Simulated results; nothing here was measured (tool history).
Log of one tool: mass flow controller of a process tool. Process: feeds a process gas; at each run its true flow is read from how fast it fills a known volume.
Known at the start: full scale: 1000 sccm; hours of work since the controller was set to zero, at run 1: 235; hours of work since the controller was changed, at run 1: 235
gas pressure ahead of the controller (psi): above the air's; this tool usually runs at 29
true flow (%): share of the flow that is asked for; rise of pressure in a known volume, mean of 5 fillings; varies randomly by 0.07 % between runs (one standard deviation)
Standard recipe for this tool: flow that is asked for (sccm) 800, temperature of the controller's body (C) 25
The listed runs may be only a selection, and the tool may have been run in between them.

run	hour	flow that is asked for (sccm)	gas pressure ahead of the controller (psi)	temperature of the controller's body (C)	hours of work since the controller was set to zero	hours of work since the controller was changed	true flow (%)
1	0	800	29	25	235	235	99.57
2	68.6	800	29	25	267	267	99.66
3	193.9	800	29	25	325	325	99.7
4	340.1	800	29	25	392	392	99.72
5	439.3	727	29	25	438	438	99.53
6	537.6	727	29	25	483	483	99.51
7	627.2	800	31.2	25	525	525	99.6
8	754.6	779	29	25	583	583	99.71
9	858	897	29	25	631	631	100.07
10	932.4	232	29	25	665	665	98.15
11	1070.4	232	29	25	729	729	98.33
12	1215.4	232	29	25	796	796	98.43
13	1293.7	232	29	25	832	832	98.45
14	1371.5	232	29	25	868	868	98.34
15	1454.5	232	29	25	906	906	98.44
16	1599	174	29	25	973	973	98.46
17	1727.9	800	24.9	25	1032	1032	99.99
18	1826.3	800	29	25	1078	1078	99.95
19	1934.7	800	29	25	1128	1128	99.86
20	2049.3	800	29	25	1181	1181	99.87
21	2119.5	800	29	25	1213	1213	99.8
22	2219.6	800	29	25	1259	1259	100.02
# hour 2233.4: controller's zero set anew
23	2281.4	800	29	25	22	1288	99.96
24	2379.8	800	29	25	68	1333	99.93
25	2442.9	800	29	25	97	1362	100.1
26	2563.9	345	29	32	152	1418	98.4
27	2682.7	305	31.8	22	207	1473	99.36
# hour 2724.4: controller's zero set anew, once more
28	2752.7	305	31.8	22	13	1505	98.45
29	2896	499	33.8	22	79	1571	99.04
30	2977.7	394	32.5	22	117	1609	98.64
31	3084	800	37.3	32	166	1658	99.24
32	3156.3	800	37.3	32	199	1691	99.3
33	3265.1	800	37.3	32	249	1741	99.21
34	3376.3	800	27.6	26	301	1793	99.77
35	3449.1	201	36.5	38	334	1826	97.14
36	3552.8	331	27	21	382	1874	98.96
37	3647.5	324	29	30	426	1918	98
38	3734.3	324	29	30	466	1958	98.12
39	3805.8	223	29	30	499	1991	97.97
40	3885.3	143	24.2	27	536	2027	98.25
41	3966.1	933	29	25	573	2065	100.43
42	4053.9	933	29	25	613	2105	100.24
43	4136	803	33.1	37	651	2143	99.04
44	4246.8	803	33.1	37	702	2194	98.91
45	4349.5	803	33.1	37	750	2242	98.94
46	4454	357	29	23	798	2290	98.98
47	4519.7	800	25.8	40	828	2320	98.73
48	4592.8	174	27.8	29	862	2354	98.05

3 ways to go on from here, each from the tool as it stands after run 48. What would each give?
A	4723.2	101	28.6	24	922	2414	?
B	4723.2	729	28.6	36	922	2414	?
C	4723.2	395	39	25	922	2414	?

run	true flow (%)
A	98.69
B	98.88
C	98.85
What these runs would have given with no unlogged condition in the tool:
run	true flow (%)
A	97.17
B	98.26
C	98.1

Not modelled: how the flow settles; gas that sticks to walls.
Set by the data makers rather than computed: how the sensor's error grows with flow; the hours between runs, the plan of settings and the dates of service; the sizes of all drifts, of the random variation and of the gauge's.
